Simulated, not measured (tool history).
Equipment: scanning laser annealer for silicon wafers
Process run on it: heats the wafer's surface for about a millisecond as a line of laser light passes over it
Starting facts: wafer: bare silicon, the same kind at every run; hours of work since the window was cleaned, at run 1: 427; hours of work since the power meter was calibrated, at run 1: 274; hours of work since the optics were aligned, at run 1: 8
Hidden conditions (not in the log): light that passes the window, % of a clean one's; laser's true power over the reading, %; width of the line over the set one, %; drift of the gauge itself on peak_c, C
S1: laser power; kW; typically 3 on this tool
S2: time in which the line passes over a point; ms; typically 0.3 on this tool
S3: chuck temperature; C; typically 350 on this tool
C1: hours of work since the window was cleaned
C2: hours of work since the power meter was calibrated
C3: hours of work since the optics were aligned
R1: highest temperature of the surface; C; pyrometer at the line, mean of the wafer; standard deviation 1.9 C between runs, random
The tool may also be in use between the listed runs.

Run 1, day 0: usual settings; C1 427; C2 274; C3 8. Result: R1 1065 C.
Run 2, day 2.904: usual settings; C1 474; C2 321; C3 55. Result: R1 1065 C.
Run 3, day 4.812: usual settings but S2 0.259 ms; C1 505; C2 352; C3 86. Result: R1 1020 C.
At day 6.229: window over the wafer cleaned.
Run 4, day 7.067: usual settings but S1 3.018 kW, S2 0.259 ms; C1 14; C2 387; C3 122. Result: R1 1005 C.
Run 5, day 8.854: usual settings but S1 3.018 kW, S2 0.259 ms; C1 43; C2 417; C3 151. Result: R1 1001 C.
Run 6, day 11.129: usual settings but S1 2.578 kW; C1 80; C2 454; C3 188. Result: R1 926 C.
Run 7, day 13.85: usual settings but S1 2.946 kW; C1 124; C2 498; C3 232. Result: R1 1020 C.
Run 8, day 16.25: usual settings but S1 2.946 kW; C1 163; C2 537; C3 271. Result: R1 1013 C.
Run 9, day 18.15: usual settings but S1 2.946 kW; C1 194; C2 568; C3 302. Result: R1 1014 C.
Run 10, day 19.904: usual settings but S1 2.946 kW; C1 223; C2 597; C3 331. Result: R1 1010 C.
Run 11, day 22.196: usual settings but S1 2.946 kW; C1 260; C2 634; C3 368. Result: R1 1006 C.
Run 12, day 24.071: usual settings but S1 2.946 kW; C1 291; C2 665; C3 399. Result: R1 1007 C.
At day 25.146: window over the wafer cleaned, once more.
Run 13, day 26.708: usual settings but S1 2.946 kW; C1 26; C2 706; C3 441. Result: R1 1082 C.
Run 14, day 29.717: usual settings; C1 75; C2 755; C3 490. Result: R1 1091 C.
Run 15, day 32.158: usual settings; C1 114; C2 795; C3 529. Result: R1 1083 C.
Run 16, day 35.362: usual settings but S3 357 C; C1 167; C2 847; C3 582. Result: R1 1087 C.
Run 17, day 37.446: usual settings but S3 357 C; C1 201; C2 881; C3 616. Result: R1 1088 C.
Run 18, day 40.729: usual settings but S3 332 C; C1 254; C2 935; C3 669. Result: R1 1058 C.
Run 19, day 43.904: usual settings but S3 340 C; C1 306; C2 987; C3 721. Result: R1 1062 C.
Run 20, day 45.429: usual settings; C1 331; C2 1011; C3 746. Result: R1 1070 C.
Run 21, day 48.021: usual settings; C1 373; C2 1054; C3 788. Result: R1 1064 C.
Run 22, day 49.704: usual settings but S1 2.59 kW, S2 0.336 ms, S3 327 C; C1 400; C2 1081; C3 815. Result: R1 958 C.
Run 23, day 52.35: usual settings but S1 3.111 kW, S2 0.276 ms, S3 316 C; C1 444; C2 1124; C3 859. Result: R1 1027 C.
Run 24, day 54.575: usual settings but S1 3.111 kW, S2 0.276 ms, S3 316 C; C1 480; C2 1161; C3 895. Result: R1 1024 C.
Run 25, day 56.908: usual settings but S1 3.111 kW, S2 0.334 ms, S3 316 C; C1 518; C2 1199; C3 933. Result: R1 1082 C.
At day 57.642: window over the wafer cleaned.
Run 26, day 59.95: usual settings but S1 3.111 kW, S2 0.334 ms, S3 316 C; C1 38; C2 1247; C3 981. Result: R1 1118 C.
Run 27, day 61.404: usual settings but S1 3.249 kW, S2 0.237 ms; C1 61; C2 1271; C3 1005. Result: R1 1078 C.
Run 28, day 62.904: usual settings but S1 3.187 kW, S2 0.286 ms, S3 348 C; C1 86; C2 1295; C3 1029. Result: R1 1116 C.
Run 29, day 64.767: usual settings but S1 2.858 kW, S2 0.332 ms, S3 340 C; C1 116; C2 1325; C3 1060. Result: R1 1060 C.
Run 30, day 66.971: usual settings but S1 3.059 kW, S2 0.225 ms; C1 152; C2 1361; C3 1096. Result: R1 1006 C.
Run 31, day 68.725: usual settings but S1 2.717 kW, S2 0.225 ms, S3 389 C; C1 181; C2 1390; C3 1124. Result: R1 956 C.
Run 32, day 70.1: usual settings but S2 0.346 ms; C1 203; C2 1412; C3 1147. Result: R1 1116 C.
Run 33, day 72.267: usual settings but S1 2.753 kW, S2 0.218 ms, S3 353 C; C1 238; C2 1448; C3 1182. Result: R1 917 C.
Run 34, day 74.8: usual settings but S1 2.711 kW, S2 0.338 ms, S3 339 C; C1 280; C2 1489; C3 1223. Result: R1 1009 C.
Run 35, day 76.742: usual settings but S1 2.794 kW, S2 0.338 ms, S3 390 C; C1 311; C2 1521; C3 1255. Result: R1 1079 C.
Run 36, day 79.383: usual settings but S1 2.749 kW, S2 0.303 ms, S3 359 C; C1 354; C2 1564; C3 1298. Result: R1 1000 C.
Run 37, day 80.712: usual settings but S1 2.749 kW, S2 0.303 ms, S3 359 C; C1 376; C2 1585; C3 1320. Result: R1 1002 C.
Run 38, day 82.979: usual settings but S1 3.091 kW, S2 0.369 ms; C1 413; C2 1622; C3 1357. Result: R1 1147 C.
Run 39, day 84.708: usual settings but S1 3.091 kW, S2 0.303 ms, S3 349 C; C1 441; C2 1650; C3 1385. Result: R1 1075 C.

What if the next run were any one of these 5? Each begins from the tool's condition after run 39:
Run A, day 87.142: usual settings but S1 2.687 kW, S2 0.315 ms, S3 349 C; C1 481; C2 1690; C3 1424. Result: R1 ?.
Run B, day 87.142: usual settings but S1 3.091 kW, S2 0.303 ms, S3 345 C; C1 481; C2 1690; C3 1424. Result: R1 ?.
Run C, day 87.142: usual settings but S1 2.755 kW, S2 0.235 ms, S3 349 C; C1 481; C2 1690; C3 1424. Result: R1 ?.
Run D, day 87.142: usual settings but S1 2.553 kW, S3 317 C; C1 481; C2 1690; C3 1424. Result: R1 ?.
Run E, day 87.142: usual settings but S2 0.261 ms, S3 388 C; C1 481; C2 1690; C3 1424. Result: R1 ?.

run    R1
  A   979
  B  1068
  C   919
  D   896
  E  1044
With the hidden condition removed and each run's random variation left untouched, the same runs would have given:
run    R1
  A  1027
  B  1123
  C   963
  D   940
  E  1094

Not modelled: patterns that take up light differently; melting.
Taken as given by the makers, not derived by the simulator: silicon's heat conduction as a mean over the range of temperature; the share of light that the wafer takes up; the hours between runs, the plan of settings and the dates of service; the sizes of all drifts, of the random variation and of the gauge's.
